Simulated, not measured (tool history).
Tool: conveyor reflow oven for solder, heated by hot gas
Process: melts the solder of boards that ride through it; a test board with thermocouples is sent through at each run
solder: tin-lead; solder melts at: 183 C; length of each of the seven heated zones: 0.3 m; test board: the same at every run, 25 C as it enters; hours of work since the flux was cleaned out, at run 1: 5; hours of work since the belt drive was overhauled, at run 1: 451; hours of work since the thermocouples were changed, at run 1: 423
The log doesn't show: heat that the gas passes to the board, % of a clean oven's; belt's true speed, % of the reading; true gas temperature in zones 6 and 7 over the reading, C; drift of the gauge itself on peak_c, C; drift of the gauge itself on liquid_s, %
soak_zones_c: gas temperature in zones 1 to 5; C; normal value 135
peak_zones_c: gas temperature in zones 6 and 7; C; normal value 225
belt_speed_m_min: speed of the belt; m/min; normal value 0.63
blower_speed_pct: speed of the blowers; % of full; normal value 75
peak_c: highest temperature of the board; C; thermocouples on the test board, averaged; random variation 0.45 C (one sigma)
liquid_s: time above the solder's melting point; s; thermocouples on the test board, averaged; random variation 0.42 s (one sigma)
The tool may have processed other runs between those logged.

| run | hour | soak_zones_c | peak_zones_c | belt_speed_m_min | blower_speed_pct | hours of work since the flux was cleaned out | hours of work since the belt drive was overhauled | hours of work since the thermocouples were changed | peak_c | liquid_s |
|---|---|---|---|---|---|---|---|---|---|---|
| 1 | 0 | 135 | 225 | 0.63 | 75 | 5 | 451 | 423 | 209.9 | 38.8 |
| 2 | 22.3 | 135 | 225 | 0.63 | 75 | 16 | 462 | 434 | 208.6 | 37.3 |
| 3 | 56.3 | 135 | 225 | 0.63 | 75 | 32 | 478 | 450 | 208.8 | 36.5 |
| 4 | 80.5 | 135 | 225 | 0.573 | 75 | 44 | 490 | 462 | 211.3 | 43.7 |
|  | 87.7 | flux residue cleaned out of gas plates and filters |
| 5 | 109.6 | 135 | 225 | 0.573 | 75 | 11 | 501 | 473 | 211 | 43.6 |
| 6 | 133.2 | 129 | 225 | 0.573 | 75 | 22 | 513 | 485 | 210.6 | 41.2 |
| 7 | 163.9 | 129 | 225 | 0.573 | 75 | 37 | 528 | 500 | 210.4 | 41 |
| 8 | 188.3 | 129 | 225 | 0.573 | 75 | 48 | 539 | 511 | 209.7 | 41.5 |
| 9 | 217.2 | 129 | 235 | 0.678 | 56 | 62 | 553 | 525 | 209.4 | 31.8 |
|  | 248 | flux residue cleaned out of gas plates and filters, once more |
| 10 | 260.8 | 129 | 235 | 0.678 | 56 | 6 | 572 | 544 | 209.3 | 32.9 |
| 11 | 292.5 | 135 | 231 | 0.721 | 56 | 21 | 587 | 559 | 205.4 | 28.2 |
| 12 | 316.9 | 126 | 223 | 0.617 | 56 | 33 | 599 | 571 | 203 | 29.2 |
| 13 | 337.6 | 143 | 223 | 0.603 | 88 | 43 | 609 | 581 | 209.9 | 43.4 |
| 14 | 365.4 | 143 | 223 | 0.643 | 88 | 57 | 622 | 594 | 209.3 | 38.7 |

Consider 3 possible next runs. They are alternatives, not a sequence: every one starts from the tool as it was left by run 14. What does each give?
| A | 401.7 | 146 | 223 | 0.628 | 88 | 74 | 640 | 612 | ? | ? |
| B | 401.7 | 122 | 223 | 0.63 | 85 | 74 | 640 | 612 | ? | ? |
| C | 401.7 | 143 | 223 | 0.621 | 89 | 74 | 640 | 612 | ? | ? |

| run | peak_c | liquid_s |
|---|---|---|
| A | 210.6 | 41.9 |
| B | 206.4 | 31.8 |
| C | 209.7 | 41 |
With no hidden state in the tool, these same runs would have given:
| run | peak_c | liquid_s |
|---|---|---|
| A | 212.2 | 42.6 |
| B | 208.1 | 32.9 |
| C | 211.2 | 41.7 |
